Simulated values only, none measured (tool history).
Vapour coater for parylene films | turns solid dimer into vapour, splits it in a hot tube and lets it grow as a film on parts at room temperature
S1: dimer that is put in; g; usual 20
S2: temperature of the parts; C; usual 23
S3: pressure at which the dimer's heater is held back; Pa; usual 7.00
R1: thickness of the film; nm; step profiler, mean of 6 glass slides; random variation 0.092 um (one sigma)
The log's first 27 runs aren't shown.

{"run": 28, "hour": 842.2, "S1": 20, "S2": 15, "S3": 8.81, "R1": 14750}
{"run": 29, "hour": 865.5, "S1": 16, "S2": 23, "S3": 3.76, "R1": 9880}
{"run": 30, "hour": 887.8, "S1": 28, "S2": 23, "S3": 10.4, "R1": 15090}
{"run": 31, "hour": 915.9, "S1": 17, "S2": 23, "S3": 2.33, "R1": 11210}
{"run": 32, "hour": 958.1, "S1": 17, "S2": 23, "S3": 2.33, "R1": 11090}
{"run": 33, "hour": 983.9, "S1": 17, "S2": 23, "S3": 2.33, "R1": 11160}
{"run": 34, "hour": 1011.9, "S1": 20, "S2": 23, "S3": 8.34, "R1": 11130}
{"run": 35, "hour": 1050.8, "S1": 34, "S2": 24, "S3": 8.34, "R1": 18240}
{"run": 36, "hour": 1089.4, "S1": 34, "S2": 24, "S3": 8.34, "R1": 17810}
{"run": 37, "hour": 1130.9, "S1": 9, "S2": 16, "S3": 7.0, "R1": 6640}
{"run": 38, "hour": 1162.8, "S1": 12, "S2": 24, "S3": 11.38, "R1": 6120}
{"run": 39, "hour": 1199.7, "S1": 30, "S2": 24, "S3": 11.38, "R1": 15310}
{"run": 40, "hour": 1233.8, "S1": 20, "S2": 22, "S3": 5.54, "R1": 12270}
{"hour": 1272.1, "done": "trap's valve overhauled"}
{"run": 41, "hour": 1272.1, "S1": 20, "S2": 22, "S3": 5.54, "R1": 12340}
{"run": 42, "hour": 1309.6, "S1": 15, "S2": 23, "S3": 4.67, "R1": 9050}
{"run": 43, "hour": 1341.6, "S1": 20, "S2": 26, "S3": 7.15, "R1": 9930}
{"run": 44, "hour": 1382.0, "S1": 20, "S2": 26, "S3": 7.15, "R1": 9930}
{"run": 45, "hour": 1412.4, "S1": 33, "S2": 31, "S3": 8.34, "R1": 12980}
{"run": 46, "hour": 1458.0, "S1": 33, "S2": 17, "S3": 2.24, "R1": 24560}

Forecast each of these 4 alternatives for the next run:
{"run": "A", "hour": 1493.3, "S1": 20, "S2": 23, "S3": 8.27, "R1": "?"}
{"run": "B", "hour": 1493.3, "S1": 16, "S2": 18, "S3": 10.44, "R1": "?"}
{"run": "C", "hour": 1493.3, "S1": 33, "S2": 17, "S3": 11.66, "R1": "?"}
{"run": "D", "hour": 1493.3, "S1": 15, "S2": 24, "S3": 9.87, "R1": "?"}

run=A R1=11130
run=B R1=10560
run=C R1=22370
run=D R1=7790
Without the tool's hidden state the same runs would have given:
run=A R1=11130
run=B R1=10560
run=C R1=22370
run=D R1=7790
